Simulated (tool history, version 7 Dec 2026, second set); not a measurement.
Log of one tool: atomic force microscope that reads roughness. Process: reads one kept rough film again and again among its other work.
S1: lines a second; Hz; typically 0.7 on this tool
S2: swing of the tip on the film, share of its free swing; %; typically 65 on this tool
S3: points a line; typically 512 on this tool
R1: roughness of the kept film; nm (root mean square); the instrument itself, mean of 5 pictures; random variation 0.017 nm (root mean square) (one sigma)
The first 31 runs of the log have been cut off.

At hour 247.6: new tip fitted.
Run 32, hour 250: usual settings but S1 3.892 Hz, S2 81 %, S3 269. Result: R1 3.51 nm (root mean square).
Run 33, hour 261: usual settings but S1 3.892 Hz, S2 81 %, S3 269. Result: R1 3.395 nm (root mean square).
Run 34, hour 265.8: usual settings but S1 2.419 Hz. Result: R1 3.846 nm (root mean square).
Run 35, hour 272.7: usual settings but S1 1.192 Hz, S2 64 %, S3 1018. Result: R1 3.889 nm (root mean square).
Run 36, hour 277.8: usual settings but S1 1.262 Hz, S2 80 %, S3 270. Result: R1 3.67 nm (root mean square).
Run 37, hour 286.1: usual settings but S2 76 %. Result: R1 3.75 nm (root mean square).
Run 38, hour 294.4: usual settings but S2 76 %. Result: R1 3.664 nm (root mean square).
Run 39, hour 302.1: usual settings but S2 76 %. Result: R1 3.61 nm (root mean square).
Run 40, hour 308.7: usual settings but S2 76 %. Result: R1 3.558 nm (root mean square).
At hour 313.6: new tip fitted.
Run 41, hour 315.1: usual settings but S2 76 %. Result: R1 4.139 nm (root mean square).

Predict each of these 4 candidate next runs independently; none follows another, all start after run 41:
Run A, hour 323.4: usual settings but S1 1.107 Hz, S2 64 %, S3 903. Result: R1 ?.
Run B, hour 323.4: usual settings but S1 1.491 Hz, S2 76 %, S3 680. Result: R1 ?.
Run C, hour 323.4: usual settings but S1 0.771 Hz, S2 88 %. Result: R1 ?.
Run D, hour 323.4: usual settings but S1 1.102 Hz, S3 781. Result: R1 ?.

run     R1
  A   4.07
  B  3.925
  C  3.901
  D  4.057
Take away the tool's hidden state, keep each run's random variation, and the runs would have read:
run     R1
  A  4.192
  B  4.043
  C  4.019
  D  4.179

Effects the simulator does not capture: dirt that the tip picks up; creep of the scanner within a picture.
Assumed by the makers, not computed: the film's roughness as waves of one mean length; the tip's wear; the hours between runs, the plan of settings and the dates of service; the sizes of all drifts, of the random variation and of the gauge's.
